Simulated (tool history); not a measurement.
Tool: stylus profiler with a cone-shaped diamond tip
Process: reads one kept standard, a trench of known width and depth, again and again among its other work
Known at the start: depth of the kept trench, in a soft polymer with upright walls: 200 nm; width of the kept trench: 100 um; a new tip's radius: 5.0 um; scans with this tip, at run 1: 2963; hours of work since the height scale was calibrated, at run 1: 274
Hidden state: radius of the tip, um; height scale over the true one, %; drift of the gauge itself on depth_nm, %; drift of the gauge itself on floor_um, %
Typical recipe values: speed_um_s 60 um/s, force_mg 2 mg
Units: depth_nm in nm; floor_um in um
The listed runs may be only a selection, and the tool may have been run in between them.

| run | day | speed_um_s | force_mg | scans with this tip | hours of work since the height scale was calibrated | depth_nm | floor_um |
|---|---|---|---|---|---|---|---|
| 1 | 0 | 60 | 2 | 2963 | 274 | 201.14 | 96.73 |
| 2 | 1.104 | 60 | 2 | 3150 | 292 | 201.11 | 96.67 |
| 3 | 1.888 | 60 | 2 | 3283 | 304 | 201.02 | 96.64 |
| 4 | 3.329 | 60 | 2 | 3528 | 327 | 201.13 | 96.63 |
| 5 | 4.533 | 60 | 2 | 3732 | 345 | 201.23 | 96.62 |
| 6 | 5.733 | 15 | 2 | 3936 | 364 | 201.12 | 96.84 |
| 7 | 6.838 | 60 | 1.81 | 4123 | 382 | 201.11 | 96.55 |
| 8 | 7.808 | 60 | 4.86 | 4288 | 397 | 201.93 | 96.62 |
| 9 | 8.567 | 60 | 4.86 | 4417 | 409 | 201.9 | 96.67 |
| 10 | 9.942 | 60 | 5.09 | 4650 | 430 | 202.24 | 96.58 |
| 11 | 10.75 | 60 | 5.09 | 4787 | 443 | 202.01 | 96.63 |
| 12 | 12.071 | 60 | 5.09 | 5011 | 464 | 202.01 | 96.6 |
| 13 | 13.162 | 60 | 5.09 | 5197 | 481 | 202.1 | 96.61 |
| 14 | 14.475 | 60 | 2 | 5419 | 502 | 200.77 | 96.53 |
| 15 | 15.196 | 60 | 2 | 5542 | 513 | 200.74 | 96.46 |
| 16 | 16.458 | 60 | 2 | 5756 | 533 | 201.09 | 96.44 |
| 17 | 17.388 | 60 | 2 | 5914 | 547 | 200.97 | 96.44 |
| 18 | 18.5 | 60 | 2 | 6102 | 565 | 200.78 | 96.45 |
| 19 | 19.312 | 60 | 2 | 6240 | 578 | 200.82 | 96.46 |
| 20 | 20.517 | 60 | 2 | 6444 | 596 | 200.96 | 96.41 |
| 21 | 22.012 | 60 | 2 | 6698 | 620 | 200.76 | 96.36 |
| 22 | 22.704 | 60 | 2 | 6816 | 631 | 200.6 | 96.4 |
| 23 | 23.612 | 60 | 2 | 6970 | 645 | 201.02 | 96.37 |
| 24 | 24.971 | 60 | 2 | 7200 | 666 | 201 | 96.36 |
| 25 | 25.642 | 32 | 2.83 | 7314 | 677 | 201.04 | 96.47 |
| 26 | 27.238 | 32 | 2.83 | 7584 | 702 | 201.06 | 96.45 |
| 27 | 28.542 | 35 | 3.03 | 7806 | 722 | 200.97 | 96.44 |
| 28 | 30.15 | 35 | 3.03 | 8079 | 748 | 201.12 | 96.42 |
| 29 | 30.85 | 35 | 0.78 | 8198 | 759 | 200.05 | 96.26 |
| 30 | 32.183 | 15 | 2.08 | 8423 | 780 | 200.46 | 96.44 |
| 31 | 32.921 | 149 | 1.3 | 8549 | 791 | 200.31 | 95.73 |
| 32 | 33.775 | 149 | 1.3 | 8693 | 805 | 200.4 | 95.75 |
| 33 | 35.021 | 92 | 1.09 | 8905 | 824 | 200.32 | 95.99 |
| 34 | 36.217 | 34 | 0.69 | 9108 | 843 | 200.17 | 96.25 |
| 35 | 37.542 | 35 | 5.31 | 9333 | 864 | 201.87 | 96.32 |
| 36 | 38.871 | 85 | 5.83 | 9559 | 885 | 201.93 | 96.21 |
| 37 | 39.9 | 89 | 1.4 | 9733 | 901 | 200.32 | 96.05 |
| 38 | 40.988 | 66 | 2.24 | 9917 | 918 | 200.4 | 96.11 |
| 39 | 42.242 | 22 | 3.73 | 10131 | 938 | 201.28 | 96.36 |
| 40 | 43.525 | 239 | 1.43 | 10348 | 958 | 200.27 | 95.28 |
| 41 | 44.417 | 121 | 0.82 | 10499 | 972 | 199.87 | 95.59 |
| 42 | 45.65 | 36 | 2.92 | 10709 | 991 | 201.02 | 96.18 |
| 43 | 47.258 | 111 | 2 | 10982 | 1016 | 200.6 | 95.86 |
| 44 | 48.775 | 35 | 4.39 | 11239 | 1040 | 201.29 | 96.18 |
| 45 | 49.629 | 31 | 3.8 | 11384 | 1054 | 201.22 | 96.2 |

Here are 5 independent what-if runs from the current tool condition. What would each one return?
| A | 50.712 | 37 | 4.59 | 11568 | 1071 | ? | ? |
| B | 50.712 | 160 | 2 | 11568 | 1071 | ? | ? |
| C | 50.712 | 15 | 1.01 | 11568 | 1071 | ? | ? |
| D | 50.712 | 174 | 2.95 | 11568 | 1071 | ? | ? |
| E | 50.712 | 185 | 1.43 | 11568 | 1071 | ? | ? |

| run | depth_nm | floor_um |
|---|---|---|
| A | 201.46 | 96.18 |
| B | 200.43 | 95.65 |
| C | 200.02 | 96.23 |
| D | 200.83 | 95.7 |
| E | 200.17 | 95.41 |
Had the tool no hidden state, the same runs would have come out as:
| run | depth_nm | floor_um |
|---|---|---|
| A | 202.2 | 97.12 |
| B | 201.17 | 96.59 |
| C | 200.76 | 97.17 |
| D | 201.58 | 96.64 |
| E | 200.91 | 96.36 |
